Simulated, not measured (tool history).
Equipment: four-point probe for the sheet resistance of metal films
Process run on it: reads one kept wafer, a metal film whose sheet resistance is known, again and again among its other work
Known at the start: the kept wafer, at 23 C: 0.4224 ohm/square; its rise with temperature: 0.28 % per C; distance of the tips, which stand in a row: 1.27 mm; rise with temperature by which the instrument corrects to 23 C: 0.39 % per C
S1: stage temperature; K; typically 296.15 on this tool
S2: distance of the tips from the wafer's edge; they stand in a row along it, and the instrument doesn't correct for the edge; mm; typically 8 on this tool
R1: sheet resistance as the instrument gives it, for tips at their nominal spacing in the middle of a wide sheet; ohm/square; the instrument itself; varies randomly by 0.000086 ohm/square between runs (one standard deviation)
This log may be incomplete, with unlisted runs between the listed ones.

{"run": 1, "hour": 0.0, "S1": 296.15, "S2": 8, "R1": 0.427831}
{"run": 2, "hour": 19.7, "S1": 296.15, "S2": 8, "R1": 0.427898}
{"run": 3, "hour": 42.6, "S1": 296.15, "S2": 8, "R1": 0.427958}
{"run": 4, "hour": 53.8, "S1": 296.15, "S2": 8, "R1": 0.427915}
{"run": 5, "hour": 72.2, "S1": 296.15, "S2": 8, "R1": 0.428163}
{"run": 6, "hour": 94.6, "S1": 296.15, "S2": 8, "R1": 0.428156}
{"run": 7, "hour": 111.6, "S1": 296.15, "S2": 8, "R1": 0.428062}
{"run": 8, "hour": 133.9, "S1": 296.15, "S2": 8, "R1": 0.427959}
{"run": 9, "hour": 152.9, "S1": 296.15, "S2": 6, "R1": 0.432359}
{"run": 10, "hour": 171.5, "S1": 296.15, "S2": 6, "R1": 0.432385}
{"run": 11, "hour": 184.1, "S1": 296.15, "S2": 6, "R1": 0.432266}
{"run": 12, "hour": 195.0, "S1": 296.15, "S2": 6, "R1": 0.432485}
{"run": 13, "hour": 210.3, "S1": 296.15, "S2": 6, "R1": 0.432517}
{"run": 14, "hour": 222.1, "S1": 296.15, "S2": 6, "R1": 0.43259}
{"run": 15, "hour": 234.8, "S1": 296.15, "S2": 6, "R1": 0.432369}
{"run": 16, "hour": 247.8, "S1": 296.15, "S2": 6, "R1": 0.432498}
{"run": 17, "hour": 263.3, "S1": 303.15, "S2": 6, "R1": 0.429219}
{"run": 18, "hour": 283.9, "S1": 303.15, "S2": 6, "R1": 0.42935}
{"run": 19, "hour": 301.5, "S1": 296.15, "S2": 8, "R1": 0.428208}
{"run": 20, "hour": 321.6, "S1": 296.15, "S2": 8, "R1": 0.428205}
{"run": 21, "hour": 341.0, "S1": 296.15, "S2": 8, "R1": 0.428356}
{"run": 22, "hour": 355.2, "S1": 296.15, "S2": 8, "R1": 0.428206}
{"run": 23, "hour": 377.3, "S1": 296.15, "S2": 8, "R1": 0.428229}
{"run": 24, "hour": 386.8, "S1": 296.15, "S2": 8, "R1": 0.428313}
{"run": 25, "hour": 408.5, "S1": 306.15, "S2": 28, "R1": 0.418816}
{"run": 26, "hour": 420.5, "S1": 297.15, "S2": 21, "R1": 0.423221}
{"run": 27, "hour": 437.7, "S1": 299.15, "S2": 7, "R1": 0.428747}
{"run": 28, "hour": 456.1, "S1": 306.15, "S2": 27, "R1": 0.418795}
{"run": 29, "hour": 478.7, "S1": 298.15, "S2": 43, "R1": 0.421987}
{"run": 30, "hour": 489.3, "S1": 299.15, "S2": 14, "R1": 0.423199}
{"run": 31, "hour": 508.1, "S1": 295.15, "S2": 4, "R1": 0.444828}
{"run": 32, "hour": 524.0, "S1": 299.15, "S2": 14, "R1": 0.423203}
{"run": 33, "hour": 542.3, "S1": 292.15, "S2": 56, "R1": 0.424582}
{"run": 34, "hour": 562.4, "S1": 292.15, "S2": 56, "R1": 0.424628}
{"run": 35, "hour": 572.0, "S1": 305.15, "S2": 20, "R1": 0.41977}
{"run": 36, "hour": 590.8, "S1": 305.15, "S2": 20, "R1": 0.419766}
{"run": 37, "hour": 603.9, "S1": 306.15, "S2": 20, "R1": 0.419321}
{"run": 38, "hour": 626.6, "S1": 306.15, "S2": 20, "R1": 0.419351}
{"run": 39, "hour": 637.5, "S1": 306.15, "S2": 20, "R1": 0.419286}
{"run": 40, "hour": 659.5, "S1": 306.15, "S2": 20, "R1": 0.419519}
{"run": 41, "hour": 672.6, "S1": 305.15, "S2": 22, "R1": 0.419584}
{"run": 42, "hour": 694.8, "S1": 293.15, "S2": 11, "R1": 0.427166}
{"run": 43, "hour": 712.9, "S1": 304.15, "S2": 68, "R1": 0.419459}
{"run": 44, "hour": 729.5, "S1": 297.15, "S2": 3, "R1": 0.459341}

Run by run, hidden condition taken away, random variation retained:
Hidden conditions of the tool in this case: inner tips' distance over the nominal, %; tips' flats over new ones', %; wafer's true temperature over the reading, C; drift of the gauge itself on sheet_ohm, %.
run=1 R1=0.427908
run=2 R1=0.427961
run=3 R1=0.428004
run=4 R1=0.427954
run=5 R1=0.428189
run=6 R1=0.428167
run=7 R1=0.428061
run=8 R1=0.427943
run=9 R1=0.432329
run=10 R1=0.432342
run=11 R1=0.432214
run=12 R1=0.432425
run=13 R1=0.432446
run=14 R1=0.432511
run=15 R1=0.432281
run=16 R1=0.432402
run=17 R1=0.429115
run=18 R1=0.429232
run=19 R1=0.428075
run=20 R1=0.428057
run=21 R1=0.428194
run=22 R1=0.428034
run=23 R1=0.428042
run=24 R1=0.428119
run=25 R1=0.418616
run=26 R1=0.423007
run=27 R1=0.428519
run=28 R1=0.418561
run=29 R1=0.421731
run=30 R1=0.422936
run=31 R1=0.444535
run=32 R1=0.422915
run=33 R1=0.424278
run=34 R1=0.424309
run=35 R1=0.419454
run=36 R1=0.419437
run=37 R1=0.418985
run=38 R1=0.418998
run=39 R1=0.418926
run=40 R1=0.419143
run=41 R1=0.419199
run=42 R1=0.426751
run=43 R1=0.419045
run=44 R1=0.458874
